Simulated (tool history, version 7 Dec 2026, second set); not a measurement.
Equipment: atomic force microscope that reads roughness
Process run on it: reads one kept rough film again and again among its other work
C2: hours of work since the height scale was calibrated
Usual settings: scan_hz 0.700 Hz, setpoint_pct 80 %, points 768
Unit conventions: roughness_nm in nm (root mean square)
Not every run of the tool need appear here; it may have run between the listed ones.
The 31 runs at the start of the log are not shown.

run 32 hour=908.5 | scan_hz=0.700 setpoint_pct=80 points=983 | pictures_with_this_tip=129 C2=877 | roughness_nm=1.055
run 33 hour=929.9 | scan_hz=1.398 setpoint_pct=73 points=291 | pictures_with_this_tip=181 C2=894 | roughness_nm=1.011
run 34 hour=947.7 | scan_hz=2.564 setpoint_pct=57 points=768 | pictures_with_this_tip=225 C2=908 | roughness_nm=1.048
run 35 hour=967.7 | scan_hz=1.045 setpoint_pct=57 points=945 | pictures_with_this_tip=274 C2=924 | roughness_nm=1.089
-- hour=970.5 new tip fitted
run 36 hour=989.9 | scan_hz=1.045 setpoint_pct=57 points=945 | pictures_with_this_tip=48 C2=941 | roughness_nm=1.095
run 37 hour=1023.4 | scan_hz=2.120 setpoint_pct=56 points=768 | pictures_with_this_tip=130 C2=967 | roughness_nm=1.068
run 38 hour=1049.4 | scan_hz=2.120 setpoint_pct=56 points=768 | pictures_with_this_tip=193 C2=988 | roughness_nm=1.076
run 39 hour=1081.2 | scan_hz=2.120 setpoint_pct=56 points=1021 | pictures_with_this_tip=271 C2=1013 | roughness_nm=1.070
-- hour=1086.3 new tip fitted
run 40 hour=1116.3 | scan_hz=2.120 setpoint_pct=56 points=1021 | pictures_with_this_tip=73 C2=1040 | roughness_nm=1.081
run 41 hour=1152.1 | scan_hz=1.251 setpoint_pct=82 points=768 | pictures_with_this_tip=161 C2=1068 | roughness_nm=1.009
run 42 hour=1171.0 | scan_hz=1.251 setpoint_pct=82 points=768 | pictures_with_this_tip=207 C2=1083 | roughness_nm=1.001
run 43 hour=1187.9 | scan_hz=1.251 setpoint_pct=82 points=768 | pictures_with_this_tip=248 C2=1096 | roughness_nm=1.005
-- hour=1203.4 new tip fitted
run 44 hour=1224.3 | scan_hz=0.531 setpoint_pct=80 points=489 | pictures_with_this_tip=51 C2=1124 | roughness_nm=1.065

For run 45, what comes out?
run 45 hour=1257.2 | scan_hz=1.908 setpoint_pct=73 points=768 | pictures_with_this_tip=131 C2=1150 | roughness_nm=?

Run 45 yielded roughness_nm 1.005 nm (root mean square).
Had the tool carried no hidden state, the very same run would have given roughness_nm 1.006 nm (root mean square).
